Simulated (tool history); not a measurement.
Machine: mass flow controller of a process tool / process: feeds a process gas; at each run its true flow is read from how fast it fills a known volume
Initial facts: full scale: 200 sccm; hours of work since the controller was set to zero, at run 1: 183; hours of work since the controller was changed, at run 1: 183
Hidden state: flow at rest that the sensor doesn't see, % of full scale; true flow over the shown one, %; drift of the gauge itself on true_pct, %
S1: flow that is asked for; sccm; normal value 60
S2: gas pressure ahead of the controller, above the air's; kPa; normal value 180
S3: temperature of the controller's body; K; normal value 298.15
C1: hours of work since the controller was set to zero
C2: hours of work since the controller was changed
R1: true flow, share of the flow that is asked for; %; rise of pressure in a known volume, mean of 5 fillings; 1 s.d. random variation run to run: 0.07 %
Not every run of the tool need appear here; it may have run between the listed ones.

run,day,S1,S2,S3,C1,C2,R1
1,0.000,60,180,298.15,183,183,99.34
2,12.650,60,180,298.15,417,417,99.07
3,23.771,60,180,298.15,623,623,98.90
4,31.625,60,180,298.15,768,768,98.90
5,42.912,60,180,298.15,977,977,98.60
6,51.354,60,180,298.15,1133,1133,98.59
7,59.029,73,180,298.15,1275,1275,98.66
8,71.858,25,180,298.15,1512,1512,97.02
9,84.142,25,180,298.15,1740,1740,96.79
10,95.175,60,169,298.15,1944,1944,98.03
11,105.562,60,180,298.15,2136,2136,97.72
12,112.867,60,180,298.15,2271,2271,97.69
13,124.125,27,180,298.15,2479,2479,95.75
14,133.404,60,180,307.15,2651,2651,97.19
15,148.154,60,180,307.15,2924,2924,96.70
16,162.833,60,180,307.15,3195,3195,96.63
17,175.358,60,180,298.15,3427,3427,96.79
18,186.767,64,180,298.15,3638,3638,96.71
19,198.333,60,180,298.15,3852,3852,96.42
20,207.512,60,180,298.15,4021,4021,96.50
21,221.925,60,180,298.15,4288,4288,96.03
22,234.712,60,180,298.15,4525,4525,95.95
23,246.617,60,180,298.15,4745,4745,95.77
24,254.817,69,156,298.15,4897,4897,96.24
25,266.429,69,156,298.15,5111,5111,95.93
26,277.275,73,207,298.15,5312,5312,95.88
# day 286.933: controller's zero set anew
27,288.429,23,180,304.15,28,5518,97.55
28,297.929,23,240,310.15,203,5694,96.82
29,310.283,55,146,310.15,432,5922,97.64
30,318.267,60,238,298.15,580,6070,97.41
31,329.054,89,238,308.15,779,6269,97.27
32,337.954,148,179,298.15,944,6434,98.32
33,352.871,45,228,310.15,1220,6710,96.26
34,364.329,45,140,310.15,1432,6922,96.61
35,373.396,45,140,310.15,1599,7089,96.39
36,386.229,86,200,303.15,1837,7327,97.05
37,395.500,144,200,303.15,2008,7498,97.51
38,402.475,107,170,311.15,2137,7627,96.96
39,413.746,137,148,302.15,2346,7836,97.71
40,427.421,94,180,298.15,2599,8089,97.02
41,439.246,22,180,298.15,2817,8307,93.36
42,447.592,141,250,293.15,2972,8462,97.32
43,458.262,141,182,299.15,3169,8659,97.22
44,472.371,60,169,295.15,3430,8920,95.95
45,484.742,49,140,298.15,3659,9149,95.17
46,496.775,60,206,299.15,3881,9372,95.22

For some of the steps in R1 from one run to the next: how much would appear even if the tool had no hidden state, given the settings, what came in and random variation, and how much remains for the hidden state plus any gauge scatter that the measured result and the result without hidden state don't share?
Run 26 -> 27: S1 73 -> 23, S2 207 -> 180, S3 298.15 -> 304.15, controller's zero set anew. R1 +1.67 %: hidden state +2.27, all else -0.60.
Run 32 -> 33: S1 148 -> 45, S2 179 -> 228, S3 298.15 -> 310.15. R1 -2.06 %: hidden state -0.72, all else -1.34.
Run 40 -> 41: S1 94 -> 22. R1 -3.66 %: hidden state -3.27, all else -0.39.
Run 41 -> 42: S1 22 -> 141, S2 180 -> 250, S3 298.15 -> 293.15. R1 +3.96 %: hidden state +3.41, all else +0.55.
